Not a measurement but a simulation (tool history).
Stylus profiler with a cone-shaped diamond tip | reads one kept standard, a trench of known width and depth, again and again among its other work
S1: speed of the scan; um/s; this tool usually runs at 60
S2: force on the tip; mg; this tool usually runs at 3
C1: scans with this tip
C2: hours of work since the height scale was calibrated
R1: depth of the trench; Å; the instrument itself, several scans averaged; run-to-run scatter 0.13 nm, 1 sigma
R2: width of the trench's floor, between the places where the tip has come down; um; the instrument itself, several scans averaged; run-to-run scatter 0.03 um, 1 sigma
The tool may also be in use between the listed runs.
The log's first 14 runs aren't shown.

run	hour	S1	S2	C1	C2	R1	R2
15	193.1	18	3	1785	367	10057.2	23.65
16	209.9	44	6.58	1828	376	10103.7	23.54
17	223	44	6.58	1861	383	10103.5	23.55
18	240.1	16	3.67	1906	392	10067.4	23.65
19	248.6	34	6.71	1928	396	10106.3	23.61
20	262.5	89	3	1963	403	10057	23.2
21	278.4	43	1.31	2004	412	10026	23.29
22	290	21	2.94	2034	418	10056.8	23.58
23	301.7	63	1.91	2064	424	10038.7	23.26
24	309.9	124	2.21	2085	428	10043.9	22.84
25	319.4	35	1.03	2110	434	10023.7	23.25
26	332.2	213	3	2142	440	10055.9	22.41
27	341.2	213	3	2166	445	10052.6	22.37
28	352.4	23	8.63	2194	451	10124.6	23.57
29	369.9	34	1.35	2239	460	10028.2	23.34
30	384.9	107	1.95	2278	468	10040.7	22.87

Alternative continuations, all from the tool just after run 30; predict every row:
A	395.9	33	1.12	2306	474	?	?
B	395.9	228	1.95	2306	474	?	?
C	395.9	110	7.15	2306	474	?	?
D	395.9	21	1.18	2306	474	?	?
E	395.9	72	1.24	2306	474	?	?

run	R1	R2
A	10022.9	23.34
B	10039	21.92
C	10110.7	23.21
D	10022.9	23.47
E	10024.7	22.95
Had the tool no hidden state, the same runs would have come out as:
run	R1	R2
A	10036.4	23.71
B	10052.4	22.28
C	10124.3	23.58
D	10036.4	23.83
E	10038.2	23.31
